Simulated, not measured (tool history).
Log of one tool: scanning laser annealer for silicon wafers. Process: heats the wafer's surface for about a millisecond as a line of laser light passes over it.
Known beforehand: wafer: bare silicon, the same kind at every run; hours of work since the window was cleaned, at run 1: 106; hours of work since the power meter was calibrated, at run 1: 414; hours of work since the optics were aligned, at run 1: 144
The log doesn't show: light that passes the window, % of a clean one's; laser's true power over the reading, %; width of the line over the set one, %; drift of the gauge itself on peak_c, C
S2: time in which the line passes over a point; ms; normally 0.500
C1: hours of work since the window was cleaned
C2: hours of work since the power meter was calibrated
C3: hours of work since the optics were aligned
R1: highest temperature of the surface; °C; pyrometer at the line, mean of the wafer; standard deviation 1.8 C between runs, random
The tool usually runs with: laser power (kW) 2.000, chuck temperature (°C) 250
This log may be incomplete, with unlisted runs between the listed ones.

run 1 hour=0.0 | laser_power_(kW)=2.000 S2=0.500 chuck_temperature_(°C)=250 | C1=106 C2=414 C3=144 | R1=1047
run 2 hour=34.3 | laser_power_(kW)=2.000 S2=0.500 chuck_temperature_(°C)=250 | C1=133 C2=441 C3=171 | R1=1045
run 3 hour=64.2 | laser_power_(kW)=2.110 S2=0.500 chuck_temperature_(°C)=250 | C1=157 C2=465 C3=195 | R1=1095
run 4 hour=102.0 | laser_power_(kW)=2.110 S2=0.500 chuck_temperature_(°C)=250 | C1=187 C2=495 C3=225 | R1=1094
run 5 hour=131.7 | laser_power_(kW)=2.110 S2=0.500 chuck_temperature_(°C)=250 | C1=210 C2=519 C3=248 | R1=1097
run 6 hour=169.1 | laser_power_(kW)=2.110 S2=0.500 chuck_temperature_(°C)=273 | C1=240 C2=548 C3=278 | R1=1116
run 7 hour=192.1 | laser_power_(kW)=2.077 S2=0.500 chuck_temperature_(°C)=250 | C1=258 C2=567 C3=296 | R1=1079
run 8 hour=207.5 | laser_power_(kW)=2.077 S2=0.500 chuck_temperature_(°C)=250 | C1=271 C2=579 C3=309 | R1=1080
run 9 hour=243.2 | laser_power_(kW)=2.000 S2=0.500 chuck_temperature_(°C)=250 | C1=299 C2=607 C3=337 | R1=1046
run 10 hour=276.9 | laser_power_(kW)=2.000 S2=0.604 chuck_temperature_(°C)=250 | C1=326 C2=634 C3=364 | R1=1127
run 11 hour=310.6 | laser_power_(kW)=2.000 S2=0.604 chuck_temperature_(°C)=250 | C1=353 C2=661 C3=390 | R1=1122
run 12 hour=336.5 | laser_power_(kW)=2.000 S2=0.604 chuck_temperature_(°C)=250 | C1=373 C2=681 C3=411 | R1=1123
run 13 hour=365.7 | laser_power_(kW)=2.000 S2=0.604 chuck_temperature_(°C)=250 | C1=397 C2=705 C3=434 | R1=1124
run 14 hour=387.0 | laser_power_(kW)=2.000 S2=0.604 chuck_temperature_(°C)=250 | C1=413 C2=722 C3=451 | R1=1126
run 15 hour=408.0 | laser_power_(kW)=2.000 S2=0.561 chuck_temperature_(°C)=250 | C1=430 C2=738 C3=468 | R1=1096
run 16 hour=431.2 | laser_power_(kW)=2.000 S2=0.500 chuck_temperature_(°C)=250 | C1=449 C2=757 C3=486 | R1=1046
run 17 hour=468.1 | laser_power_(kW)=2.000 S2=0.459 chuck_temperature_(°C)=250 | C1=478 C2=786 C3=516 | R1=1014
run 18 hour=492.4 | laser_power_(kW)=2.000 S2=0.459 chuck_temperature_(°C)=250 | C1=497 C2=805 C3=535 | R1=1017
run 19 hour=526.5 | laser_power_(kW)=2.000 S2=0.569 chuck_temperature_(°C)=250 | C1=524 C2=833 C3=562 | R1=1096
run 20 hour=553.7 | laser_power_(kW)=2.000 S2=0.500 chuck_temperature_(°C)=250 | C1=546 C2=854 C3=584 | R1=1045
run 21 hour=588.1 | laser_power_(kW)=1.720 S2=0.500 chuck_temperature_(°C)=250 | C1=573 C2=882 C3=611 | R1=929
run 22 hour=625.3 | laser_power_(kW)=1.791 S2=0.602 chuck_temperature_(°C)=218 | C1=603 C2=911 C3=641 | R1=992
run 23 hour=645.2 | laser_power_(kW)=2.139 S2=0.602 chuck_temperature_(°C)=241 | C1=619 C2=927 C3=657 | R1=1178
run 24 hour=680.0 | laser_power_(kW)=2.126 S2=0.500 chuck_temperature_(°C)=250 | C1=646 C2=955 C3=684 | R1=1102
run 25 hour=703.2 | laser_power_(kW)=2.126 S2=0.500 chuck_temperature_(°C)=250 | C1=665 C2=973 C3=703 | R1=1101
run 26 hour=735.1 | laser_power_(kW)=1.704 S2=0.469 chuck_temperature_(°C)=250 | C1=690 C2=998 C3=728 | R1=900
-- hour=768.3 window over the wafer cleaned
run 27 hour=773.1 | laser_power_(kW)=1.842 S2=0.576 chuck_temperature_(°C)=255 | C1=4 C2=1027 C3=757 | R1=1037
run 28 hour=797.1 | laser_power_(kW)=2.000 S2=0.474 chuck_temperature_(°C)=250 | C1=23 C2=1046 C3=776 | R1=1028
run 29 hour=832.1 | laser_power_(kW)=1.986 S2=0.521 chuck_temperature_(°C)=275 | C1=51 C2=1074 C3=804 | R1=1082
run 30 hour=855.9 | laser_power_(kW)=1.986 S2=0.521 chuck_temperature_(°C)=275 | C1=70 C2=1093 C3=823 | R1=1079
run 31 hour=881.0 | laser_power_(kW)=1.986 S2=0.521 chuck_temperature_(°C)=275 | C1=90 C2=1113 C3=842 | R1=1084
run 32 hour=917.5 | laser_power_(kW)=1.804 S2=0.503 chuck_temperature_(°C)=231 | C1=119 C2=1142 C3=872 | R1=945
run 33 hour=944.7 | laser_power_(kW)=1.934 S2=0.419 chuck_temperature_(°C)=246 | C1=140 C2=1164 C3=893 | R1=951
run 34 hour=980.0 | laser_power_(kW)=1.886 S2=0.500 chuck_temperature_(°C)=250 | C1=168 C2=1192 C3=921 | R1=998
run 35 hour=996.5 | laser_power_(kW)=1.886 S2=0.500 chuck_temperature_(°C)=250 | C1=181 C2=1205 C3=934 | R1=996
run 36 hour=1015.2 | laser_power_(kW)=1.959 S2=0.417 chuck_temperature_(°C)=252 | C1=196 C2=1220 C3=949 | R1=965
run 37 hour=1049.4 | laser_power_(kW)=1.959 S2=0.417 chuck_temperature_(°C)=252 | C1=224 C2=1247 C3=976 | R1=965
-- hour=1083.0 optics aligned, line set to its width
run 38 hour=1084.6 | laser_power_(kW)=1.959 S2=0.417 chuck_temperature_(°C)=252 | C1=248 C2=1271 C3=1 | R1=966
run 39 hour=1118.0 | laser_power_(kW)=2.175 S2=0.373 chuck_temperature_(°C)=276 | C1=274 C2=1297 C3=28 | R1=1031
run 40 hour=1135.6 | laser_power_(kW)=2.175 S2=0.373 chuck_temperature_(°C)=276 | C1=288 C2=1311 C3=42 | R1=1031
run 41 hour=1162.6 | laser_power_(kW)=2.013 S2=0.463 chuck_temperature_(°C)=258 | C1=310 C2=1333 C3=63 | R1=1028
run 42 hour=1189.6 | laser_power_(kW)=2.013 S2=0.463 chuck_temperature_(°C)=258 | C1=331 C2=1354 C3=85 | R1=1034

Hidden state at the last listed run before each entry between runs and at the first one after, where it differs:
After run 26, before run 27: window over the wafer cleaned (hour 768.3)
  light that passes the window, % of a clean one's: 99.96 -> 99.99
After run 37, before run 38: optics aligned, line set to its width (hour 1083.0)
  width of the line over the set one, %: 0.08 -> 0.01
